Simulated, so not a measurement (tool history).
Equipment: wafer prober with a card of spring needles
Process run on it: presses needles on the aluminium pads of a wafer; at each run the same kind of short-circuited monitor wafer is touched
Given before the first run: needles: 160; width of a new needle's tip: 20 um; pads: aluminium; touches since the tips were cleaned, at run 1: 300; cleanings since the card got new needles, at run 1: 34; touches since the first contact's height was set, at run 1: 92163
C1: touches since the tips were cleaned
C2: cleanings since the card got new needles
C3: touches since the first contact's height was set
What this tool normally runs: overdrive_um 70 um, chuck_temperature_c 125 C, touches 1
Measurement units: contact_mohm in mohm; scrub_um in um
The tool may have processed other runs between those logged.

{"run": 1, "hour": 0.0, "overdrive_um": 70, "chuck_temperature_c": 125, "touches": 1, "C1": 300, "C2": 34, "C3": 92163, "contact_mohm": 147, "scrub_um": 8.52}
{"hour": 6.8, "done": "tips cleaned on abrasive film"}
{"hour": 13.7, "done": "tips cleaned on abrasive film"}
{"hour": 22.2, "done": "tips cleaned on abrasive film"}
{"hour": 30.7, "done": "tips cleaned on abrasive film"}
{"hour": 39.2, "done": "tips cleaned on abrasive film"}
{"hour": 47.7, "done": "tips cleaned on abrasive film"}
{"hour": 56.3, "done": "tips cleaned on abrasive film"}
{"hour": 64.8, "done": "tips cleaned on abrasive film"}
{"hour": 73.3, "done": "tips cleaned on abrasive film"}
{"hour": 81.8, "done": "tips cleaned on abrasive film"}
{"hour": 90.3, "done": "tips cleaned on abrasive film"}
{"run": 2, "hour": 94.8, "overdrive_um": 70, "chuck_temperature_c": 125, "touches": 1, "C1": 1506, "C2": 45, "C3": 123910, "contact_mohm": 143, "scrub_um": 8.58}
{"hour": 98.3, "done": "tips cleaned on abrasive film"}
{"hour": 105.1, "done": "tips cleaned on abrasive film"}
{"hour": 113.6, "done": "tips cleaned on abrasive film"}
{"hour": 120.4, "done": "tips cleaned on abrasive film"}
{"hour": 127.3, "done": "tips cleaned on abrasive film"}
{"hour": 135.8, "done": "tips cleaned on abrasive film"}
{"hour": 142.6, "done": "tips cleaned on abrasive film"}
{"hour": 151.1, "done": "tips cleaned on abrasive film"}
{"hour": 158.0, "done": "tips cleaned on abrasive film"}
{"hour": 166.5, "done": "tips cleaned on abrasive film"}
{"hour": 175.0, "done": "tips cleaned on abrasive film"}
{"run": 3, "hour": 179.6, "overdrive_um": 70, "chuck_temperature_c": 125, "touches": 1, "C1": 1554, "C2": 56, "C3": 152282, "contact_mohm": 146, "scrub_um": 8.5}
{"hour": 183.1, "done": "tips cleaned on abrasive film"}
{"hour": 189.9, "done": "tips cleaned on abrasive film"}
{"hour": 196.7, "done": "tips cleaned on abrasive film"}
{"hour": 205.3, "done": "tips cleaned on abrasive film"}
{"hour": 212.1, "done": "tips cleaned on abrasive film"}
{"hour": 220.6, "done": "tips cleaned on abrasive film"}
{"hour": 227.5, "done": "tips cleaned on abrasive film"}
{"hour": 236.0, "done": "tips cleaned on abrasive film"}
{"hour": 244.5, "done": "tips cleaned on abrasive film"}
{"hour": 251.3, "done": "tips cleaned on abrasive film"}
{"hour": 259.8, "done": "tips cleaned on abrasive film"}
{"hour": 268.4, "done": "tips cleaned on abrasive film"}
{"run": 4, "hour": 273.9, "overdrive_um": 67, "chuck_temperature_c": 125, "touches": 1, "C1": 1878, "C2": 68, "C3": 183830, "contact_mohm": 145, "scrub_um": 8.13}
{"hour": 275.7, "done": "tips cleaned on abrasive film"}
{"hour": 284.2, "done": "tips cleaned on abrasive film"}
{"hour": 292.7, "done": "tips cleaned on abrasive film"}
{"hour": 301.3, "done": "tips cleaned on abrasive film"}
{"hour": 301.6, "done": "height of the first contact set anew"}
{"hour": 310.1, "done": "tips cleaned on abrasive film"}
{"hour": 318.6, "done": "tips cleaned on abrasive film"}
{"hour": 327.1, "done": "tips cleaned on abrasive film"}
{"hour": 335.6, "done": "tips cleaned on abrasive film"}
{"hour": 342.5, "done": "tips cleaned on abrasive film"}
{"run": 5, "hour": 347.2, "overdrive_um": 67, "chuck_temperature_c": 125, "touches": 1, "C1": 1618, "C2": 77, "C3": 15312, "contact_mohm": 144, "scrub_um": 8.2}
{"hour": 350.7, "done": "tips cleaned on abrasive film"}
{"hour": 357.5, "done": "tips cleaned on abrasive film"}
{"hour": 366.1, "done": "tips cleaned on abrasive film"}
{"hour": 372.9, "done": "tips cleaned on abrasive film"}
{"hour": 381.4, "done": "tips cleaned on abrasive film"}
{"hour": 388.2, "done": "tips cleaned on abrasive film"}
{"hour": 395.1, "done": "tips cleaned on abrasive film"}
{"hour": 403.6, "done": "tips cleaned on abrasive film"}
{"hour": 410.4, "done": "tips cleaned on abrasive film"}
{"hour": 419.0, "done": "tips cleaned on abrasive film"}
{"run": 6, "hour": 424.8, "overdrive_um": 67, "chuck_temperature_c": 125, "touches": 1, "C1": 1986, "C2": 87, "C3": 41262, "contact_mohm": 145, "scrub_um": 8.24}
{"hour": 426.6, "done": "tips cleaned on abrasive film"}
{"hour": 433.4, "done": "tips cleaned on abrasive film"}
{"hour": 441.9, "done": "tips cleaned on abrasive film"}
{"hour": 448.8, "done": "tips cleaned on abrasive film"}
{"hour": 455.6, "done": "tips cleaned on abrasive film"}
{"hour": 464.1, "done": "tips cleaned on abrasive film"}
{"hour": 471.0, "done": "tips cleaned on abrasive film"}
{"run": 7, "hour": 473.0, "overdrive_um": 67, "chuck_temperature_c": 125, "touches": 1, "C1": 681, "C2": 94, "C3": 57348, "contact_mohm": 144, "scrub_um": 8.18}
{"hour": 478.1, "done": "tips cleaned on abrasive film"}
{"hour": 485.0, "done": "tips cleaned on abrasive film"}
{"hour": 493.5, "done": "tips cleaned on abrasive film"}
{"hour": 502.0, "done": "tips cleaned on abrasive film"}
{"hour": 510.5, "done": "tips cleaned on abrasive film"}
{"hour": 519.1, "done": "tips cleaned on abrasive film"}
{"hour": 525.9, "done": "tips cleaned on abrasive film"}
{"hour": 534.4, "done": "tips cleaned on abrasive film"}
{"hour": 542.9, "done": "tips cleaned on abrasive film"}
{"hour": 549.8, "done": "tips cleaned on abrasive film"}
{"run": 8, "hour": 550.0, "overdrive_um": 70, "chuck_temperature_c": 125, "touches": 1, "C1": 82, "C2": 104, "C3": 83109, "contact_mohm": 144, "scrub_um": 8.55}
{"hour": 556.9, "done": "tips cleaned on abrasive film"}
{"hour": 563.7, "done": "tips cleaned on abrasive film"}
{"hour": 572.2, "done": "tips cleaned on abrasive film"}
{"hour": 579.0, "done": "tips cleaned on abrasive film"}
{"hour": 587.6, "done": "tips cleaned on abrasive film"}
{"hour": 596.1, "done": "tips cleaned on abrasive film"}
{"hour": 604.6, "done": "tips cleaned on abrasive film"}
{"hour": 613.1, "done": "tips cleaned on abrasive film"}
{"hour": 620.0, "done": "tips cleaned on abrasive film"}
{"run": 9, "hour": 625.2, "overdrive_um": 70, "chuck_temperature_c": 125, "touches": 1, "C1": 1790, "C2": 113, "C3": 108298, "contact_mohm": 145, "scrub_um": 8.66}
{"hour": 627.0, "done": "tips cleaned on abrasive film"}
{"hour": 635.6, "done": "tips cleaned on abrasive film"}
{"hour": 642.4, "done": "tips cleaned on abrasive film"}
{"hour": 650.9, "done": "tips cleaned on abrasive film"}
{"hour": 659.4, "done": "tips cleaned on abrasive film"}
{"hour": 667.9, "done": "tips cleaned on abrasive film"}
{"hour": 674.8, "done": "tips cleaned on abrasive film"}
{"run": 10, "hour": 681.3, "overdrive_um": 70, "chuck_temperature_c": 125, "touches": 2, "C1": 2198, "C2": 120, "C3": 127047, "contact_mohm": 147, "scrub_um": 8.64}
{"hour": 683.0, "done": "tips cleaned on abrasive film"}
{"hour": 691.6, "done": "tips cleaned on abrasive film"}
{"hour": 698.4, "done": "tips cleaned on abrasive film"}
{"hour": 706.9, "done": "tips cleaned on abrasive film"}
{"hour": 713.8, "done": "tips cleaned on abrasive film"}
{"hour": 722.3, "done": "tips cleaned on abrasive film"}
{"hour": 730.8, "done": "tips cleaned on abrasive film"}
{"hour": 739.3, "done": "tips cleaned on abrasive film"}
{"hour": 746.1, "done": "tips cleaned on abrasive film"}
{"hour": 754.7, "done": "tips cleaned on abrasive film"}
{"hour": 763.2, "done": "tips cleaned on abrasive film"}
{"run": 11, "hour": 764.8, "overdrive_um": 70, "chuck_temperature_c": 125, "touches": 2, "C1": 564, "C2": 131, "C3": 154999, "contact_mohm": 142, "scrub_um": 8.54}
{"hour": 771.7, "done": "tips cleaned on abrasive film"}
{"hour": 780.2, "done": "tips cleaned on abrasive film"}
{"hour": 788.7, "done": "tips cleaned on abrasive film"}
{"hour": 797.2, "done": "tips cleaned on abrasive film"}
{"hour": 805.8, "done": "tips cleaned on abrasive film"}
{"hour": 814.3, "done": "tips cleaned on abrasive film"}
{"hour": 822.8, "done": "tips cleaned on abrasive film"}
{"hour": 831.3, "done": "tips cleaned on abrasive film"}
{"hour": 839.8, "done": "tips cleaned on abrasive film"}
{"hour": 848.4, "done": "tips cleaned on abrasive film"}
{"hour": 856.9, "done": "tips cleaned on abrasive film"}
{"hour": 863.7, "done": "tips cleaned on abrasive film"}
{"run": 12, "hour": 870.3, "overdrive_um": 70, "chuck_temperature_c": 109, "touches": 1, "C1": 2234, "C2": 143, "C3": 190327, "contact_mohm": 143, "scrub_um": 8.55}
{"hour": 872.1, "done": "tips cleaned on abrasive film"}
{"hour": 877.4, "done": "height of the first contact set anew"}
{"hour": 879.2, "done": "tips cleaned on abrasive film"}
{"hour": 887.7, "done": "tips cleaned on abrasive film"}
{"hour": 896.3, "done": "tips cleaned on abrasive film"}
{"hour": 903.1, "done": "tips cleaned on abrasive film"}
{"hour": 911.6, "done": "tips cleaned on abrasive film"}
{"hour": 918.4, "done": "tips cleaned on abrasive film"}
{"hour": 927.0, "done": "tips cleaned on abrasive film"}
{"run": 13, "hour": 933.7, "overdrive_um": 55, "chuck_temperature_c": 72, "touches": 2, "C1": 2273, "C2": 151, "C3": 18820, "contact_mohm": 141, "scrub_um": 6.83}
{"hour": 935.5, "done": "tips cleaned on abrasive film"}
{"hour": 942.3, "done": "tips cleaned on abrasive film"}
{"hour": 950.8, "done": "tips cleaned on abrasive film"}
{"hour": 959.3, "done": "tips cleaned on abrasive film"}
{"hour": 966.2, "done": "tips cleaned on abrasive film"}
{"hour": 974.7, "done": "tips cleaned on abrasive film"}
{"hour": 981.5, "done": "tips cleaned on abrasive film"}
{"hour": 988.4, "done": "tips cleaned on abrasive film"}
{"hour": 996.9, "done": "tips cleaned on abrasive film"}
{"hour": 1003.7, "done": "tips cleaned on abrasive film"}
{"run": 14, "hour": 1007.6, "overdrive_um": 55, "chuck_temperature_c": 72, "touches": 2, "C1": 1335, "C2": 161, "C3": 43549, "contact_mohm": 140, "scrub_um": 6.78}
{"hour": 1011.1, "done": "tips cleaned on abrasive film"}
{"hour": 1019.6, "done": "tips cleaned on abrasive film"}
{"hour": 1028.1, "done": "tips cleaned on abrasive film"}
{"hour": 1036.7, "done": "tips cleaned on abrasive film"}
{"hour": 1045.2, "done": "tips cleaned on abrasive film"}
{"hour": 1053.7, "done": "tips cleaned on abrasive film"}
{"hour": 1062.2, "done": "tips cleaned on abrasive film"}
{"hour": 1069.1, "done": "tips cleaned on abrasive film"}
{"hour": 1077.6, "done": "tips cleaned on abrasive film"}
{"run": 15, "hour": 1083.5, "overdrive_um": 50, "chuck_temperature_c": 55, "touches": 2, "C1": 2011, "C2": 170, "C3": 68954, "contact_mohm": 138, "scrub_um": 6.13}
{"hour": 1085.3, "done": "tips cleaned on abrasive film"}
{"hour": 1093.8, "done": "tips cleaned on abrasive film"}
{"hour": 1102.3, "done": "tips cleaned on abrasive film"}
{"hour": 1110.9, "done": "tips cleaned on abrasive film"}
{"hour": 1117.7, "done": "tips cleaned on abrasive film"}
{"hour": 1126.2, "done": "tips cleaned on abrasive film"}
{"hour": 1134.7, "done": "tips cleaned on abrasive film"}
{"hour": 1141.6, "done": "tips cleaned on abrasive film"}
{"hour": 1150.1, "done": "tips cleaned on abrasive film"}
{"hour": 1158.6, "done": "tips cleaned on abrasive film"}
{"hour": 1167.1, "done": "tips cleaned on abrasive film"}
{"hour": 1175.5, "done": "tips cleaned on abrasive film"}
{"run": 16, "hour": 1175.5, "overdrive_um": 82, "chuck_temperature_c": 57, "touches": 1, "C1": 0, "C2": 182, "C3": 99708, "contact_mohm": 137, "scrub_um": 10.09}
{"hour": 1184.0, "done": "tips cleaned on abrasive film"}
{"hour": 1192.5, "done": "tips cleaned on abrasive film"}
{"hour": 1201.0, "done": "tips cleaned on abrasive film"}
{"hour": 1209.5, "done": "tips cleaned on abrasive film"}
{"hour": 1218.1, "done": "tips cleaned on abrasive film"}
{"hour": 1224.9, "done": "tips cleaned on abrasive film"}
{"hour": 1233.4, "done": "tips cleaned on abrasive film"}
{"hour": 1241.6, "done": "tips cleaned on abrasive film"}
{"run": 17, "hour": 1241.6, "overdrive_um": 82, "chuck_temperature_c": 57, "touches": 1, "C1": 0, "C2": 190, "C3": 121854, "contact_mohm": 133, "scrub_um": 10.16}

Alternative continuations, all from the tool just after run 17; predict every row:
{"hour": 1250.1, "done": "tips cleaned on abrasive film"}
{"hour": 1258.7, "done": "tips cleaned on abrasive film"}
{"hour": 1265.5, "done": "tips cleaned on abrasive film"}
{"hour": 1274.0, "done": "tips cleaned on abrasive film"}
{"hour": 1280.8, "done": "tips cleaned on abrasive film"}
{"hour": 1289.4, "done": "tips cleaned on abrasive film"}
{"run": "A", "hour": 1291.6, "overdrive_um": 58, "chuck_temperature_c": 34, "touches": 3, "C1": 746, "C2": 196, "C3": 138576, "contact_mohm": "?", "scrub_um": "?"}
{"hour": 1250.1, "done": "tips cleaned on abrasive film"}
{"hour": 1258.7, "done": "tips cleaned on abrasive film"}
{"hour": 1265.5, "done": "tips cleaned on abrasive film"}
{"hour": 1274.0, "done": "tips cleaned on abrasive film"}
{"hour": 1280.8, "done": "tips cleaned on abrasive film"}
{"hour": 1289.4, "done": "tips cleaned on abrasive film"}
{"run": "B", "hour": 1291.6, "overdrive_um": 81, "chuck_temperature_c": 59, "touches": 1, "C1": 746, "C2": 196, "C3": 138576, "contact_mohm": "?", "scrub_um": "?"}
{"hour": 1250.1, "done": "tips cleaned on abrasive film"}
{"hour": 1258.7, "done": "tips cleaned on abrasive film"}
{"hour": 1265.5, "done": "tips cleaned on abrasive film"}
{"hour": 1274.0, "done": "tips cleaned on abrasive film"}
{"hour": 1280.8, "done": "tips cleaned on abrasive film"}
{"hour": 1289.4, "done": "tips cleaned on abrasive film"}
{"run": "C", "hour": 1291.6, "overdrive_um": 52, "chuck_temperature_c": 49, "touches": 3, "C1": 746, "C2": 196, "C3": 138576, "contact_mohm": "?", "scrub_um": "?"}
{"hour": 1250.1, "done": "tips cleaned on abrasive film"}
{"hour": 1258.7, "done": "tips cleaned on abrasive film"}
{"hour": 1265.5, "done": "tips cleaned on abrasive film"}
{"hour": 1274.0, "done": "tips cleaned on abrasive film"}
{"hour": 1280.8, "done": "tips cleaned on abrasive film"}
{"hour": 1289.4, "done": "tips cleaned on abrasive film"}
{"run": "D", "hour": 1291.6, "overdrive_um": 63, "chuck_temperature_c": 76, "touches": 1, "C1": 746, "C2": 196, "C3": 138576, "contact_mohm": "?", "scrub_um": "?"}

run=A contact_mohm=136 scrub_um=7.20
run=B contact_mohm=135 scrub_um=10.03
run=C contact_mohm=140 scrub_um=6.38
run=D contact_mohm=139 scrub_um=7.68
Without the tool's unlogged condition, the same runs would have read:
run=A contact_mohm=136 scrub_um=7.11
run=B contact_mohm=135 scrub_um=9.90
run=C contact_mohm=140 scrub_um=6.29
run=D contact_mohm=139 scrub_um=7.58
